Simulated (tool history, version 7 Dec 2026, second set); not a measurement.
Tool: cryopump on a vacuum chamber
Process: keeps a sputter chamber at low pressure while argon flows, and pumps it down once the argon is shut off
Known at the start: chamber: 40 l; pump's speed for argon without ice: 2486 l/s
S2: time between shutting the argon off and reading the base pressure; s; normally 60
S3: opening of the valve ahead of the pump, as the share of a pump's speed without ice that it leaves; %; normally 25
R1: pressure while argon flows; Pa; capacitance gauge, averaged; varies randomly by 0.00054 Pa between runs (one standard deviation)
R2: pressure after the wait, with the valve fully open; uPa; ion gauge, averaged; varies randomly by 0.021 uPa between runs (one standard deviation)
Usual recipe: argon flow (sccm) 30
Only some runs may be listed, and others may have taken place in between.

Run 1, hour 0.0: usual settings. Result: R1 0.0844 Pa, R2 0.70 uPa.
Run 2, hour 15.7: usual settings. Result: R1 0.0847 Pa, R2 0.69 uPa.
Run 3, hour 25.3: usual settings but argon flow (sccm) 23. Result: R1 0.0647 Pa, R2 0.69 uPa.
Run 4, hour 34.9: usual settings but argon flow (sccm) 23. Result: R1 0.0650 Pa, R2 0.69 uPa.
Run 5, hour 48.4: usual settings but argon flow (sccm) 23. Result: R1 0.0655 Pa, R2 0.68 uPa.
Run 6, hour 65.3: usual settings but argon flow (sccm) 23. Result: R1 0.0649 Pa, R2 0.72 uPa.
Run 7, hour 80.3: usual settings but argon flow (sccm) 23. Result: R1 0.0647 Pa, R2 0.72 uPa.
Run 8, hour 87.5: usual settings but argon flow (sccm) 23. Result: R1 0.0644 Pa, R2 0.74 uPa.
Run 9, hour 97.0: usual settings but argon flow (sccm) 23. Result: R1 0.0651 Pa, R2 0.72 uPa.
Run 10, hour 109.5: usual settings. Result: R1 0.0860 Pa, R2 0.77 uPa.
Run 11, hour 124.0: usual settings. Result: R1 0.0860 Pa, R2 0.76 uPa.
Run 12, hour 136.3: usual settings. Result: R1 0.0863 Pa, R2 0.76 uPa.
Run 13, hour 148.2: usual settings. Result: R1 0.0856 Pa, R2 0.77 uPa.
Run 14, hour 156.5: usual settings. Result: R1 0.0852 Pa, R2 0.80 uPa.
Run 15, hour 164.9: usual settings but argon flow (sccm) 40, S2 32 s. Result: R1 0.1137 Pa, R2 1.02 uPa.
Run 16, hour 179.2: usual settings but argon flow (sccm) 38, S2 106 s. Result: R1 0.1091 Pa, R2 0.69 uPa.
Run 17, hour 188.3: usual settings but argon flow (sccm) 38, S2 40 s, S3 48 %. Result: R1 0.0598 Pa, R2 0.92 uPa.
Run 18, hour 202.8: usual settings but argon flow (sccm) 38, S2 40 s, S3 48 %. Result: R1 0.0597 Pa, R2 0.96 uPa.
Run 19, hour 210.6: usual settings but argon flow (sccm) 42. Result: R1 0.1201 Pa, R2 0.85 uPa.
Run 20, hour 226.7: usual settings but argon flow (sccm) 42. Result: R1 0.1216 Pa, R2 0.79 uPa.
Run 21, hour 237.4: usual settings but argon flow (sccm) 22, S2 154 s, S3 47 %. Result: R1 0.0354 Pa, R2 0.72 uPa.
Run 22, hour 245.2: usual settings but argon flow (sccm) 22, S2 201 s, S3 47 %. Result: R1 0.0351 Pa, R2 0.60 uPa.
Run 23, hour 255.6: usual settings but argon flow (sccm) 58, S2 39 s, S3 17 %. Result: R1 0.2404 Pa, R2 0.95 uPa.
Run 24, hour 269.7: usual settings but argon flow (sccm) 31, S2 35 s, S3 16 %. Result: R1 0.1372 Pa, R2 1.00 uPa.
Run 25, hour 284.4: usual settings but argon flow (sccm) 15, S2 54 s, S3 22 %. Result: R1 0.0489 Pa, R2 0.85 uPa.
Run 26, hour 292.3: usual settings but argon flow (sccm) 15, S2 118 s, S3 21 %. Result: R1 0.0516 Pa, R2 0.77 uPa.
Run 27, hour 308.4: usual settings but argon flow (sccm) 19, S2 118 s, S3 20 %. Result: R1 0.0681 Pa, R2 0.75 uPa.

Per-run results on a tool with no hidden state, each run keeping its own random variation:
Hidden state at play: pump's speed, % of a pump's without ice; cold plate's temperature, K; leak into the chamber, uPa l/s; drift of the gauge itself on working_pa, %; drift of the gauge itself on base_upa, %.
run      R1    R2
  1  0.0811  0.36
  2  0.0813  0.35
  3  0.0620  0.35
  4  0.0623  0.34
  5  0.0628  0.34
  6  0.0620  0.35
  7  0.0618  0.35
  8  0.0615  0.36
  9  0.0621  0.34
 10  0.0821  0.37
 11  0.0820  0.36
 12  0.0822  0.36
 13  0.0815  0.36
 14  0.0810  0.38
 15  0.1080  0.59
 16  0.1036  0.26
 17  0.0543  0.48
 18  0.0540  0.51
 19  0.1137  0.40
 20  0.1151  0.34
 21  0.0319  0.25
 22  0.0316  0.14
 23  0.2311  0.48
 24  0.1321  0.51
 25  0.0464  0.35
 26  0.0490  0.26
 27  0.0649  0.24
